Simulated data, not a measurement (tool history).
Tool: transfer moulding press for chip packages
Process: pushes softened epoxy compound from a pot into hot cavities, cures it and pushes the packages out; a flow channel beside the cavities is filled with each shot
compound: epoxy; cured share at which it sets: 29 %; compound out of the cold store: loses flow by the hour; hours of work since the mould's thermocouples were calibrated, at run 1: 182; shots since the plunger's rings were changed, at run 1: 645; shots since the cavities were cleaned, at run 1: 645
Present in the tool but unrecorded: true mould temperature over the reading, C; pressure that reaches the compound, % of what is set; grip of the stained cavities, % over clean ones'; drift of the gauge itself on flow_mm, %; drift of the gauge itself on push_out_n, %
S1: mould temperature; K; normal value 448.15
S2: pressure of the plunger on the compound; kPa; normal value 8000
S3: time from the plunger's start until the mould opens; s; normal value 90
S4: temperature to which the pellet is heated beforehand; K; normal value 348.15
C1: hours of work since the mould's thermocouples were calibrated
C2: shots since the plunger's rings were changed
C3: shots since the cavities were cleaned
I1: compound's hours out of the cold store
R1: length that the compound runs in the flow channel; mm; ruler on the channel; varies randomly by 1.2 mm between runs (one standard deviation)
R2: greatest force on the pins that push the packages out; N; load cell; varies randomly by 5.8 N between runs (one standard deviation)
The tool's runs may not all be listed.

run,hour,S1,S2,S3,S4,C1,C2,C3,I1,R1,R2
1,0.0,448.15,8000,90,348.15,182,645,645,16.5,800,372
# hour 3.7: cavities cleaned with cleaning compound and waxed
2,6.7,448.15,8000,90,348.15,185,709,37,18.3,793,410
3,15.2,448.15,8000,90,348.15,191,812,140,34.6,753,409
4,25.4,448.15,8000,90,352.15,198,937,265,36.4,747,416
5,35.4,448.15,8000,90,348.15,205,1058,386,15.8,800,411
6,46.6,448.15,8000,90,348.15,212,1194,522,44.8,724,415
7,51.8,448.15,8000,90,348.15,216,1258,586,26.3,770,404
8,58.2,448.15,7530,90,348.15,220,1336,664,14.5,776,421
# hour 60.4: cavities cleaned with cleaning compound and waxed, once more
9,68.1,448.15,7530,90,348.15,226,1438,94,11.9,783,246
10,75.3,448.15,7530,105,348.15,231,1526,182,44.4,701,244
11,80.9,448.15,7530,105,348.15,234,1594,250,32.9,729,256
12,85.9,448.15,8000,106,348.15,238,1655,311,38.6,735,279
13,91.5,448.15,8000,106,348.15,241,1724,380,44.4,721,288
14,101.4,448.15,8000,106,348.15,248,1844,500,31.2,753,296
15,113.1,449.15,8000,90,348.15,256,1986,642,16.8,786,352
# hour 117.4: cavities cleaned with cleaning compound and waxed
16,121.5,448.15,7910,117,352.15,261,2070,49,26.9,757,204
17,131.4,448.15,7910,117,352.15,267,2191,170,30.9,749,252
18,138.8,448.15,6190,117,352.15,272,2281,260,37.2,645,270
19,145.5,448.15,6190,117,352.15,277,2363,342,10.5,708,269
20,153.6,448.15,6670,90,350.15,282,2462,441,15.0,725,331
21,164.4,454.15,7970,90,350.15,290,2594,573,9.6,786,308
22,171.4,454.15,7970,90,350.15,294,2679,658,25.2,745,327
# hour 174.3: cavities cleaned with cleaning compound and waxed
23,178.9,454.15,7970,90,350.15,298,2752,57,19.3,759,210
24,190.4,454.15,6010,117,354.15,306,2892,197,19.2,657,248
# hour 201.2: plunger's sealing rings changed
25,203.3,440.15,9520,108,354.15,313,26,324,43.9,825,331
26,213.7,440.15,9520,108,354.15,320,153,451,8.1,932,374
27,222.4,440.15,9520,108,354.15,326,259,557,14.6,909,396
# hour 233.6: cavities cleaned with cleaning compound and waxed
28,233.6,451.15,9520,94,354.15,333,376,0,24.6,838,194
29,244.5,451.15,9520,94,354.15,340,509,133,24.6,839,234
30,253.1,440.15,8000,90,352.15,346,614,238,43.4,753,421

Here are 3 independent what-if runs from the current tool condition. What would each one return?
A,263.3,448.15,9330,90,348.15,353,738,362,45.1,?,?
B,263.3,448.15,8000,90,347.15,353,738,362,38.1,?,?
C,263.3,453.15,8000,76,357.15,353,738,362,27.7,?,?

run,R1,R2
A,783,320
B,743,302
C,755,300
The same runs, with their run-to-run variation unchanged, on a tool lacking any hidden condition would have given:
run,R1,R2
A,791,222
B,751,208
C,763,207

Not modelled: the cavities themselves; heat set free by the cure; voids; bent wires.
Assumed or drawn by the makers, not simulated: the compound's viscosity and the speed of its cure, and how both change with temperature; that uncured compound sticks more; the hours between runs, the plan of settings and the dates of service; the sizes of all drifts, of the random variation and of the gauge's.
